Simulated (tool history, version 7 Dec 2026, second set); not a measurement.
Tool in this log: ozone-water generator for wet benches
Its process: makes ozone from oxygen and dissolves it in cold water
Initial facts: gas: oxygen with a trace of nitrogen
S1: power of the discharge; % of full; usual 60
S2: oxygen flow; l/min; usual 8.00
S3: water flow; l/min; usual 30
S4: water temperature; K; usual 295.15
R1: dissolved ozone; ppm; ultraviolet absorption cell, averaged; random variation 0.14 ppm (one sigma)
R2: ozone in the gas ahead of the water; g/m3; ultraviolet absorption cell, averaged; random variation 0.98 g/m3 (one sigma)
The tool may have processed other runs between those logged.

Run 1, hour 0.0: usual settings. Result: R1 15.8 ppm, R2 167.4 g/m3.
Run 2, hour 16.5: usual settings. Result: R1 15.5 ppm, R2 167.5 g/m3.
Run 3, hour 41.8: usual settings. Result: R1 15.5 ppm, R2 167.0 g/m3.
Run 4, hour 60.0: usual settings. Result: R1 15.7 ppm, R2 166.3 g/m3.
Run 5, hour 85.1: usual settings but S3 39 l/min. Result: R1 12.8 ppm, R2 165.7 g/m3.
Run 6, hour 113.8: usual settings but S1 52 % of full. Result: R1 13.6 ppm, R2 147.8 g/m3.
Run 7, hour 144.2: usual settings. Result: R1 15.4 ppm, R2 167.7 g/m3.
Run 8, hour 170.1: usual settings but S2 6.53 l/min. Result: R1 16.1 ppm, R2 190.0 g/m3.
Run 9, hour 199.4: usual settings but S2 6.53 l/min. Result: R1 16.0 ppm, R2 188.8 g/m3.
Run 10, hour 220.0: usual settings but S4 291.15 K. Result: R1 16.5 ppm, R2 167.2 g/m3.
Run 11, hour 238.6: usual settings but S4 291.15 K. Result: R1 16.6 ppm, R2 167.3 g/m3.
Run 12, hour 261.4: usual settings but S4 291.15 K. Result: R1 16.3 ppm, R2 165.4 g/m3.
Run 13, hour 285.0: usual settings but S4 291.15 K. Result: R1 16.2 ppm, R2 166.7 g/m3.
Run 14, hour 311.0: usual settings but S4 289.15 K. Result: R1 16.8 ppm, R2 166.3 g/m3.
Run 15, hour 326.0: usual settings but S4 301.15 K. Result: R1 14.0 ppm, R2 165.2 g/m3.
Run 16, hour 348.5: usual settings but S4 301.15 K. Result: R1 14.1 ppm, R2 165.7 g/m3.
Run 17, hour 376.6: usual settings but S4 301.15 K. Result: R1 14.3 ppm, R2 164.8 g/m3.
Run 18, hour 406.5: usual settings but S4 301.15 K. Result: R1 13.9 ppm, R2 165.6 g/m3.
Run 19, hour 437.6: usual settings but S1 61 % of full, S2 5.57 l/min, S3 19 l/min. Result: R1 22.4 ppm, R2 210.7 g/m3.
Run 20, hour 463.3: usual settings but S1 61 % of full, S2 12.78 l/min, S3 47 l/min. Result: R1 10.6 ppm, R2 123.9 g/m3.
Run 21, hour 486.5: usual settings but S1 61 % of full, S2 12.78 l/min, S3 47 l/min. Result: R1 10.7 ppm, R2 124.8 g/m3.
Run 22, hour 511.1: usual settings but S1 84 % of full, S2 5.31 l/min, S3 47 l/min. Result: R1 14.2 ppm, R2 286.7 g/m3.
Run 23, hour 531.9: usual settings but S1 84 % of full, S2 5.31 l/min, S3 47 l/min. Result: R1 14.3 ppm, R2 283.5 g/m3.
Run 24, hour 561.2: usual settings but S1 57 % of full. Result: R1 14.5 ppm, R2 157.5 g/m3.
Run 25, hour 589.6: usual settings but S1 57 % of full. Result: R1 14.6 ppm, R2 159.0 g/m3.
Run 26, hour 607.1: usual settings but S1 65 % of full, S4 294.15 K. Result: R1 16.6 ppm, R2 177.2 g/m3.
Run 27, hour 639.9: usual settings but S1 65 % of full, S4 294.15 K. Result: R1 16.6 ppm, R2 176.8 g/m3.
Run 28, hour 670.0: usual settings but S1 65 % of full, S4 294.15 K. Result: R1 16.7 ppm, R2 176.6 g/m3.
Run 29, hour 693.0: usual settings but S2 9.07 l/min, S3 18 l/min, S4 290.15 K. Result: R1 22.7 ppm, R2 149.7 g/m3.
Run 30, hour 722.0: usual settings but S2 9.07 l/min, S3 18 l/min, S4 290.15 K. Result: R1 22.6 ppm, R2 150.2 g/m3.
Run 31, hour 745.5: usual settings but S1 45 % of full, S2 9.07 l/min, S3 42 l/min, S4 290.15 K. Result: R1 9.9 ppm, R2 119.5 g/m3.

Table of differences, measured result less the result of that run with no hidden state. Run-to-run variation is the same in both. Gauge scatter possibly is not:
Hidden conditions of the tool in this case: yield of the discharge, % of new electrodes'; contactor's efficiency, % of a clean one's; true water temperature over the reading, C; drift of the gauge itself on ozone_ppm, %; drift of the gauge itself on gas_g_m3, %.
run    R1    R2
  1  -0.5  -1.4
  2  -0.5  -1.5
  3  -0.5  -1.6
  4  -0.5  -1.7
  5  -0.4  -1.7
  6  -0.5  -1.4
  7  -0.6  -2.0
  8  -0.6  -2.4
  9  -0.6  -2.6
 10  -0.7  -2.3
 11  -0.7  -2.4
 12  -0.7  -2.5
 13  -0.6  -2.6
 14  -0.7  -2.7
 15  -0.7  -2.7
 16  -0.6  -2.9
 17  -0.7  -3.0
 18  -0.7  -3.1
 19  -1.0  -4.2
 20  -0.5  -2.6
 21  -0.6  -2.7
 22  -0.8  -8.3
 23  -0.9  -8.4
 24  -0.8  -3.4
 25  -0.7  -3.5
 26  -0.9  -4.6
 27  -1.0  -4.8
 28  -1.0  -4.9
 29  -1.3  -3.9
 30  -1.3  -4.1
 31  -0.5  -2.4

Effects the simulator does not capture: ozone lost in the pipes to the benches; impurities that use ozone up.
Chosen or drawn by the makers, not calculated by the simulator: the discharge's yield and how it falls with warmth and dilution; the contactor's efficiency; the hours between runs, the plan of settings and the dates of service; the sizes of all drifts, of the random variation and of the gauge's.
